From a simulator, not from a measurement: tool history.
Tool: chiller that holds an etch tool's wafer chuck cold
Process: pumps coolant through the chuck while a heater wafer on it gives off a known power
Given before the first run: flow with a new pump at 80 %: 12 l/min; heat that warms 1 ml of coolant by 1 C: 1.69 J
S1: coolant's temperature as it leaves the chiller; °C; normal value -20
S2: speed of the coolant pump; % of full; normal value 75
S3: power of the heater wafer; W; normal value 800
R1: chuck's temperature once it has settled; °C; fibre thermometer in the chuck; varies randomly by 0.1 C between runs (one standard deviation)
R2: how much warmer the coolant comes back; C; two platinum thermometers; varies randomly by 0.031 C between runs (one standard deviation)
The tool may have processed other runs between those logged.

run,hour,S1,S2,S3,R1,R2
1,0,-20,75,800,-12.9,2.5
2,81.5,-20,75,800,-12.7,2.57
3,184.5,-20,75,800,-12.7,2.56
# hour 278.5: coolant pump overhauled
4,293.9,-20,75,800,-12.7,2.54
5,431.3,-20,75,800,-12.5,2.5
6,568.6,-20,75,800,-12.6,2.49
7,697.3,-20,75,1021,-10.7,3.17
8,831.3,-20,75,1036,-10.5,3.26
9,944.1,-20,75,1036,-10.5,3.23
10,1086.5,-20,79,800,-13.1,2.36
11,1223.7,-20,79,800,-13,2.39
12,1287.4,-20,75,800,-12.8,2.52
13,1381.4,-20,75,800,-12.8,2.48
# hour 1426.6: coolant changed, channels flushed
14,1517.1,-20,75,800,-12.8,2.48
15,1628.9,-20,75,800,-12.7,2.43
16,1706.5,-20,75,800,-12.7,2.48
17,1778.1,-18,84,735,-11.8,2.1
18,1862.4,-16,75,1026,-6.7,3.23
19,1957.1,-30,79,455,-26.1,1.33
20,2086.1,-20,75,871,-12.2,2.8
21,2185.3,-20,74,1177,-9.1,3.75
22,2293.6,-20,74,1177,-9.1,3.76
# hour 2323.5: chiller's thermometer calibrated
23,2397.9,-20,74,1177,-9.1,3.76
24,2516.5,-20,74,1177,-9.3,3.73
25,2608.6,-20,74,556,-14.7,1.79
26,2674.2,-20,74,556,-14.9,1.77
27,2766.9,-13,94,542,-8.5,1.35
28,2864,-13,94,542,-8.8,1.37
29,2961.7,-20,94,1096,-11.2,2.77
30,3038.1,-13,75,549,-8,1.77
31,3099.9,-28,75,800,-20.8,2.52

Consider 4 possible next runs. They are alternatives, not a sequence: every one starts from the tool as it was left by run 31. What does each give?
A,3158.6,-27,75,1043,?,?
B,3158.6,-29,75,800,?,?
C,3158.6,-25,75,1056,?,?
D,3158.6,-13,82,456,?,?

run,R1,R2
A,-17.4,3.32
B,-21.6,2.49
C,-15.2,3.34
D,-9,1.33
Without the tool's hidden state the same runs would have given:
run,R1,R2
A,-17.4,3.31
B,-21.6,2.48
C,-15.2,3.33
D,-9.1,1.32
